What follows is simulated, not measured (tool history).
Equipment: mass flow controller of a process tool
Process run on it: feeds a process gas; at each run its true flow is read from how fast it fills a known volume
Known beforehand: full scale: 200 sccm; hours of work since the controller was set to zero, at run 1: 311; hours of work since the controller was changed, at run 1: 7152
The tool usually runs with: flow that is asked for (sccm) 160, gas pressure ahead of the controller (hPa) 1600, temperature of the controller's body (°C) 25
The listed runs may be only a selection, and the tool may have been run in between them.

run     day  flow that is asked for (sccm)  gas pressure ahead of the controller (hPa)  temperature of the controller's body (°C)  hours of work since the controller was set to zero  hours of work since the controller was changed  true flow (%)
  1       0                            160                                        1600                                         25                                                 311                                            7152         100.98
  2  10.929                            160                                        1600                                         25                                                 515                                            7356         101.05
  3   23.55                            160                                        1600                                         25                                                 751                                            7592          100.9
  4  31.825                            160                                        1600                                         25                                                 906                                            7747         101.11
  5  44.521                            160                                        1600                                         25                                                1143                                            7984         101.13
  6   52.45                            102                                        2670                                         33                                                1292                                            8133          98.99
  7  60.462                             77                                        2010                                         30                                                1441                                            8282          99.55
     61.896  -- controller's zero set anew
  8  67.608                            114                                        1790                                         33                                                 107                                            8416         100.01
  9  78.996                            114                                        1790                                         33                                                 320                                            8629          99.96
 10    86.3                            114                                        1790                                         33                                                 456                                            8765         100.01

5 options for the next run, each taken on its own from the tool as it stands now. Forecast them:
  A  101.954                            160                                        1850                                         26                                                 749                                            9058              ?
  B  101.954                            114                                        1420                                         33                                                 749                                            9058              ?
  C  101.954                             68                                        1950                                         26                                                 749                                            9058              ?
  D  101.954                            114                                        1440                                         33                                                 749                                            9058              ?
  E  101.954                            166                                        2730                                         25                                                 749                                            9058              ?

run  true flow (%)
  A         101.08
  B         100.22
  C         100.33
  D         100.15
  E          100.8
With no hidden state in the tool, these same runs would have given:
run  true flow (%)
  A          99.36
  B          98.39
  C          98.26
  D          98.32
  E          99.09
